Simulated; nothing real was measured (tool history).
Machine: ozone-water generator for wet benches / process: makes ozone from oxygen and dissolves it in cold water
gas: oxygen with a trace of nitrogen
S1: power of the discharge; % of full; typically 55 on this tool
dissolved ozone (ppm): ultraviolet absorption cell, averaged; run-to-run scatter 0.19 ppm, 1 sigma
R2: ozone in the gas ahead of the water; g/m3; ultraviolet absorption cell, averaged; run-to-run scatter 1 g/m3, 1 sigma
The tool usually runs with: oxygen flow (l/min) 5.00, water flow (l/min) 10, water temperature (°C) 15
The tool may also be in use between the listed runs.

{"run": 1, "day": 0.0, "S1": 55, "oxygen flow (l/min)": 5.0, "water flow (l/min)": 10, "water temperature (°C)": 15, "dissolved ozone (ppm)": 26.2, "R2": 175.6}
{"run": 2, "day": 8.888, "S1": 54, "oxygen flow (l/min)": 5.0, "water flow (l/min)": 10, "water temperature (°C)": 15, "dissolved ozone (ppm)": 26.3, "R2": 173.2}
{"run": 3, "day": 16.004, "S1": 54, "oxygen flow (l/min)": 5.0, "water flow (l/min)": 10, "water temperature (°C)": 15, "dissolved ozone (ppm)": 25.9, "R2": 174.1}
{"run": 4, "day": 22.917, "S1": 55, "oxygen flow (l/min)": 5.0, "water flow (l/min)": 10, "water temperature (°C)": 15, "dissolved ozone (ppm)": 26.1, "R2": 176.1}
{"run": 5, "day": 32.279, "S1": 55, "oxygen flow (l/min)": 5.0, "water flow (l/min)": 10, "water temperature (°C)": 15, "dissolved ozone (ppm)": 26.4, "R2": 174.8}
{"run": 6, "day": 37.5, "S1": 55, "oxygen flow (l/min)": 5.0, "water flow (l/min)": 10, "water temperature (°C)": 15, "dissolved ozone (ppm)": 26.0, "R2": 174.3}
{"day": 39.129, "done": "contactor cleaned"}
{"run": 7, "day": 47.108, "S1": 55, "oxygen flow (l/min)": 5.0, "water flow (l/min)": 10, "water temperature (°C)": 15, "dissolved ozone (ppm)": 26.5, "R2": 175.4}
{"run": 8, "day": 55.096, "S1": 55, "oxygen flow (l/min)": 5.0, "water flow (l/min)": 10, "water temperature (°C)": 15, "dissolved ozone (ppm)": 26.5, "R2": 176.1}
{"run": 9, "day": 61.7, "S1": 55, "oxygen flow (l/min)": 5.0, "water flow (l/min)": 10, "water temperature (°C)": 15, "dissolved ozone (ppm)": 26.1, "R2": 176.9}
{"run": 10, "day": 69.875, "S1": 55, "oxygen flow (l/min)": 5.0, "water flow (l/min)": 10, "water temperature (°C)": 15, "dissolved ozone (ppm)": 26.4, "R2": 175.2}
{"run": 11, "day": 74.688, "S1": 55, "oxygen flow (l/min)": 5.0, "water flow (l/min)": 10, "water temperature (°C)": 15, "dissolved ozone (ppm)": 26.4, "R2": 176.8}
{"run": 12, "day": 80.525, "S1": 55, "oxygen flow (l/min)": 5.0, "water flow (l/min)": 10, "water temperature (°C)": 15, "dissolved ozone (ppm)": 26.2, "R2": 177.0}
{"run": 13, "day": 84.521, "S1": 55, "oxygen flow (l/min)": 5.0, "water flow (l/min)": 12, "water temperature (°C)": 15, "dissolved ozone (ppm)": 23.5, "R2": 177.2}
{"run": 14, "day": 92.438, "S1": 55, "oxygen flow (l/min)": 5.0, "water flow (l/min)": 8, "water temperature (°C)": 15, "dissolved ozone (ppm)": 30.1, "R2": 176.4}
{"run": 15, "day": 100.183, "S1": 55, "oxygen flow (l/min)": 8.42, "water flow (l/min)": 8, "water temperature (°C)": 15, "dissolved ozone (ppm)": 29.6, "R2": 147.2}
{"run": 16, "day": 106.088, "S1": 99, "oxygen flow (l/min)": 5.0, "water flow (l/min)": 6, "water temperature (°C)": 15, "dissolved ozone (ppm)": 51.9, "R2": 263.1}
{"run": 17, "day": 110.888, "S1": 99, "oxygen flow (l/min)": 5.0, "water flow (l/min)": 6, "water temperature (°C)": 15, "dissolved ozone (ppm)": 51.9, "R2": 261.3}
{"run": 18, "day": 120.146, "S1": 57, "oxygen flow (l/min)": 6.23, "water flow (l/min)": 9, "water temperature (°C)": 8, "dissolved ozone (ppm)": 33.5, "R2": 167.1}
{"day": 122.162, "done": "water thermometer calibrated"}
{"run": 19, "day": 124.25, "S1": 41, "oxygen flow (l/min)": 4.53, "water flow (l/min)": 12, "water temperature (°C)": 15, "dissolved ozone (ppm)": 19.2, "R2": 150.2}
{"run": 20, "day": 130.358, "S1": 55, "oxygen flow (l/min)": 5.0, "water flow (l/min)": 7, "water temperature (°C)": 15, "dissolved ozone (ppm)": 32.2, "R2": 176.4}
{"day": 138.521, "done": "electrodes of the discharge changed"}
{"run": 21, "day": 139.896, "S1": 55, "oxygen flow (l/min)": 4.02, "water flow (l/min)": 10, "water temperature (°C)": 15, "dissolved ozone (ppm)": 25.6, "R2": 189.0}
{"run": 22, "day": 147.392, "S1": 55, "oxygen flow (l/min)": 5.0, "water flow (l/min)": 10, "water temperature (°C)": 12, "dissolved ozone (ppm)": 27.8, "R2": 177.5}
{"run": 23, "day": 155.646, "S1": 55, "oxygen flow (l/min)": 5.0, "water flow (l/min)": 10, "water temperature (°C)": 12, "dissolved ozone (ppm)": 27.8, "R2": 176.2}

Predict each of these 5 candidate next runs independently; none follows another, all start after run 23:
{"run": "A", "day": 159.812, "S1": 42, "oxygen flow (l/min)": 5.0, "water flow (l/min)": 10, "water temperature (°C)": 13, "dissolved ozone (ppm)": "?", "R2": "?"}
{"run": "B", "day": 159.812, "S1": 55, "oxygen flow (l/min)": 4.4, "water flow (l/min)": 12, "water temperature (°C)": 10, "dissolved ozone (ppm)": "?", "R2": "?"}
{"run": "C", "day": 159.812, "S1": 96, "oxygen flow (l/min)": 8.08, "water flow (l/min)": 10, "water temperature (°C)": 8, "dissolved ozone (ppm)": "?", "R2": "?"}
{"run": "D", "day": 159.812, "S1": 74, "oxygen flow (l/min)": 5.0, "water flow (l/min)": 10, "water temperature (°C)": 15, "dissolved ozone (ppm)": "?", "R2": "?"}
{"run": "E", "day": 159.812, "S1": 44, "oxygen flow (l/min)": 3.31, "water flow (l/min)": 13, "water temperature (°C)": 15, "dissolved ozone (ppm)": "?", "R2": "?"}

run=A dissolved_ozone_(ppm)=22.4 R2=147.4
run=B dissolved_ozone_(ppm)=24.8 R2=184.4
run=C dissolved_ozone_(ppm)=45.0 R2=217.7
run=D dissolved_ozone_(ppm)=32.3 R2=217.5
run=E dissolved_ozone_(ppm)=17.9 R2=174.3
The same runs, with their run-to-run variation unchanged, on a tool lacking any hidden condition would have given:
run=A dissolved_ozone_(ppm)=22.4 R2=147.4
run=B dissolved_ozone_(ppm)=24.8 R2=184.4
run=C dissolved_ozone_(ppm)=45.0 R2=217.7
run=D dissolved_ozone_(ppm)=32.3 R2=217.5
run=E dissolved_ozone_(ppm)=17.9 R2=174.3
